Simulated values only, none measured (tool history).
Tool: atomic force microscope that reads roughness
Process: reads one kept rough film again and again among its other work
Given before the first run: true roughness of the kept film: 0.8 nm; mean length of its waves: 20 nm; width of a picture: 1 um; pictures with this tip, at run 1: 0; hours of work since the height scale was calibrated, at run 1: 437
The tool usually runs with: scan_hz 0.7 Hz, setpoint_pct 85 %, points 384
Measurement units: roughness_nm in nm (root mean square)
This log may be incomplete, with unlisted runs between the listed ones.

run,day,scan_hz,setpoint_pct,points,pictures with this tip,hours of work since the height scale was calibrated,roughness_nm
1,0,0.7,85,384,0,437,0.729
2,1.717,0.7,85,271,30,455,0.697
3,3.654,0.7,66,384,64,476,0.704
4,5.583,0.7,66,384,97,497,0.693
5,7.067,0.7,66,384,123,513,0.681
6,8.771,0.7,85,263,153,532,0.645
7,10.65,0.7,85,384,186,552,0.646
# day 12.088: new tip fitted
8,12.433,0.7,85,384,6,571,0.734
9,13.842,0.7,85,384,31,587,0.714
10,15.829,0.7,85,384,65,608,0.699
11,17.125,0.7,85,384,88,622,0.698
12,18.188,0.7,85,384,107,634,0.686
13,19.467,1.56,85,384,129,648,0.658
14,20.675,0.722,88,446,150,661,0.662
15,22.9,0.7,65,293,189,685,0.653
# day 24.2: new tip fitted
16,24.683,0.7,61,384,9,704,0.733
17,26.679,2.177,62,405,44,726,0.711
18,28.85,2.177,62,405,82,749,0.69
19,29.821,2.177,62,405,99,760,0.686
20,30.879,0.7,85,267,117,771,0.668
21,33.008,2.466,82,384,154,794,0.62
22,34.508,2.466,56,384,181,810,0.67
# day 36.242: new tip fitted
23,36.667,2.466,82,722,7,833,0.686
24,38.488,2.238,61,806,39,853,0.711
25,39.762,0.7,78,505,61,867,0.709
26,41.296,1.124,85,384,88,884,0.675

Selected run-to-run steps in roughness_nm, each split into two signed amounts: the part the tool would show with no hidden state at all (from settings, incoming material and random variation), and the remainder, which goes to the hidden state together with any gauge scatter not common to the measured and the hidden-state-free results:
Hidden state at play: radius of the tip, nm; height scale over the true one, %; drift of the gauge itself on roughness_nm, %.
Run 7 -> 8: new tip fitted. roughness_nm +0.088 nm (root mean square): hidden state +0.081, all else +0.007.
Run 15 -> 16: setpoint_pct 65 -> 61, points 293 -> 384, new tip fitted. roughness_nm +0.08 nm (root mean square): hidden state +0.075, all else +0.005.
